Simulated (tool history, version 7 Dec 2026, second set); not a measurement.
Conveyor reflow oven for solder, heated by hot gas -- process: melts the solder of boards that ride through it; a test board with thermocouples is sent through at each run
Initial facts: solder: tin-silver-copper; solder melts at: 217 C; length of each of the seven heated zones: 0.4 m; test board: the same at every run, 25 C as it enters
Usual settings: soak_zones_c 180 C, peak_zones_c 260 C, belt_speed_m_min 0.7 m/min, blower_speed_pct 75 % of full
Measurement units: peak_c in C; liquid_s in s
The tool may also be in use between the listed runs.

Run 1, hour 0: usual settings. Result: peak_c 246.3 C, liquid_s 49.8 s.
Run 2, hour 8.9: usual settings but blower_speed_pct 63 % of full. Result: peak_c 243.8 C, liquid_s 46.3 s.
Run 3, hour 20.3: usual settings. Result: peak_c 246.4 C, liquid_s 49.4 s.
Run 4, hour 31.8: usual settings. Result: peak_c 246.1 C, liquid_s 49.3 s.
At hour 37.4: thermocouples of zones 6 and 7 changed.
Run 5, hour 38.9: usual settings but soak_zones_c 194 C. Result: peak_c 249 C, liquid_s 57.1 s.
Run 6, hour 45.4: usual settings but soak_zones_c 194 C. Result: peak_c 248.9 C, liquid_s 57.2 s.
Run 7, hour 56.3: usual settings. Result: peak_c 246.4 C, liquid_s 49.4 s.
At hour 68.9: flux residue cleaned out of gas plates and filters.
Run 8, hour 69.5: usual settings. Result: peak_c 246.7 C, liquid_s 49.7 s.
Run 9, hour 75.4: usual settings. Result: peak_c 247 C, liquid_s 49.6 s.
Run 10, hour 83.3: usual settings but peak_zones_c 271 C. Result: peak_c 256.4 C, liquid_s 55.8 s.
Run 11, hour 88.2: usual settings. Result: peak_c 246.6 C, liquid_s 50 s.
Run 12, hour 97.5: usual settings. Result: peak_c 246.5 C, liquid_s 49.8 s.
Run 13, hour 103: usual settings but belt_speed_m_min 0.694 m/min. Result: peak_c 246.9 C, liquid_s 50.7 s.
Run 14, hour 109.8: usual settings. Result: peak_c 246.5 C, liquid_s 49.9 s.
Run 15, hour 114.8: usual settings. Result: peak_c 246.4 C, liquid_s 49.8 s.
Run 16, hour 119.6: usual settings but soak_zones_c 190 C. Result: peak_c 248.2 C, liquid_s 55.3 s.
Run 17, hour 127.6: usual settings but soak_zones_c 190 C. Result: peak_c 248.5 C, liquid_s 55.2 s.
Run 18, hour 136.2: usual settings but soak_zones_c 190 C, belt_speed_m_min 0.679 m/min, blower_speed_pct 74 % of full. Result: peak_c 248.6 C, liquid_s 57.3 s.
Run 19, hour 147.7: usual settings but soak_zones_c 190 C, belt_speed_m_min 0.679 m/min, blower_speed_pct 74 % of full. Result: peak_c 249 C, liquid_s 56.9 s.
Run 20, hour 153.2: usual settings but soak_zones_c 171 C, peak_zones_c 254 C, belt_speed_m_min 0.682 m/min. Result: peak_c 240.8 C, liquid_s 43.4 s.
Run 21, hour 162.7: usual settings but soak_zones_c 171 C, peak_zones_c 254 C, belt_speed_m_min 0.682 m/min. Result: peak_c 240.9 C, liquid_s 43.2 s.
Run 22, hour 172.1: usual settings but soak_zones_c 171 C, peak_zones_c 254 C, belt_speed_m_min 0.682 m/min. Result: peak_c 240.3 C, liquid_s 43.8 s.
Run 23, hour 181.5: usual settings but soak_zones_c 166 C, blower_speed_pct 71 % of full. Result: peak_c 243.5 C, liquid_s 41.6 s.
Run 24, hour 187.1: usual settings but soak_zones_c 166 C, blower_speed_pct 71 % of full. Result: peak_c 243.2 C, liquid_s 42.3 s.
Run 25, hour 194.5: usual settings but soak_zones_c 188 C, peak_zones_c 256 C, belt_speed_m_min 0.743 m/min, blower_speed_pct 69 % of full. Result: peak_c 241.9 C, liquid_s 45.3 s.
Run 26, hour 202: usual settings but soak_zones_c 188 C, peak_zones_c 256 C, belt_speed_m_min 0.743 m/min, blower_speed_pct 69 % of full. Result: peak_c 241.8 C, liquid_s 45.4 s.
Run 27, hour 213.1: usual settings but soak_zones_c 183 C, blower_speed_pct 83 % of full. Result: peak_c 249 C, liquid_s 52.9 s.
Run 28, hour 224: usual settings but soak_zones_c 183 C, blower_speed_pct 83 % of full. Result: peak_c 248.5 C, liquid_s 53.2 s.
Run 29, hour 235: usual settings but soak_zones_c 183 C, blower_speed_pct 83 % of full. Result: peak_c 248.4 C, liquid_s 52.9 s.
Run 30, hour 245.7: usual settings but soak_zones_c 183 C, blower_speed_pct 83 % of full. Result: peak_c 248.3 C, liquid_s 52.3 s.

Consider 4 possible next runs. They are alternatives, not a sequence: every one starts from the tool as it was left by run 30. What does each give?
Run A, hour 251.5: usual settings but soak_zones_c 183 C, peak_zones_c 274 C, blower_speed_pct 54 % of full. Result: peak_c ?, liquid_s ?.
Run B, hour 251.5: usual settings but soak_zones_c 183 C, belt_speed_m_min 0.665 m/min, blower_speed_pct 87 % of full. Result: peak_c ?, liquid_s ?.
Run C, hour 251.5: usual settings but soak_zones_c 165 C, peak_zones_c 253 C, belt_speed_m_min 0.614 m/min, blower_speed_pct 83 % of full. Result: peak_c ?, liquid_s ?.
Run D, hour 251.5: usual settings but soak_zones_c 184 C, peak_zones_c 252 C. Result: peak_c ?, liquid_s ?.

run  peak_c  liquid_s
  A   253.7      53.9
  B   250.4      57.1
  C   243.3      49.9
  D   240.5      46.8
With the hidden condition removed and each run's random variation left untouched, the same runs would have given:
run  peak_c  liquid_s
  A   253.7      53.9
  B   250.5      57.1
  C   243.4        50
  D   240.6      46.9
